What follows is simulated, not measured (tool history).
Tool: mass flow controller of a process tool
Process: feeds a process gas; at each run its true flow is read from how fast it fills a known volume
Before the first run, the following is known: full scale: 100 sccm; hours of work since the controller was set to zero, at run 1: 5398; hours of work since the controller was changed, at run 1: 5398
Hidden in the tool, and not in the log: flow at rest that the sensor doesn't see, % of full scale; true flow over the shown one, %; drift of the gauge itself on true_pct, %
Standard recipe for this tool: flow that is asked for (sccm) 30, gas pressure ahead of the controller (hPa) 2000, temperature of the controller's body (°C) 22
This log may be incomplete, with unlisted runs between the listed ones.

run,hour,flow that is asked for (sccm),gas pressure ahead of the controller (hPa),temperature of the controller's body (°C),hours of work since the controller was set to zero,hours of work since the controller was changed,true flow (%)
1,0.0,30,2000,22,5398,5398,98.77
2,103.7,30,2000,22,5466,5466,98.73
3,238.3,30,2000,22,5554,5554,98.74
4,354.9,30,2000,22,5630,5630,98.80
5,468.0,30,1420,22,5703,5703,98.53
6,562.4,30,2000,27,5765,5765,99.03
7,674.1,30,2100,22,5838,5838,99.02
8,890.1,30,1960,22,5979,5979,98.81
9,1107.7,30,1960,25,6121,6121,98.85
10,1270.6,47,2040,37,6227,6227,98.66
11,1452.6,47,1680,24,6346,6346,98.22
12,1599.5,47,1680,34,6442,6442,98.31
13,1753.1,30,2030,21,6542,6542,98.90
14,1880.0,75,2370,22,6625,6625,98.19

Consider 3 possible next runs. They are alternatives, not a sequence: every one starts from the tool as it was left by run 14. What does each give?
A,2077.9,11,1660,22,6754,6754,?
B,2077.9,13,2370,22,6754,6754,?
C,2077.9,16,2690,31,6754,6754,?

run,true flow (%)
A,104.51
B,103.30
C,102.16
With the hidden condition removed and each run's random variation left untouched, the same runs would have given:
run,true flow (%)
A,97.47
B,97.75
C,98.14
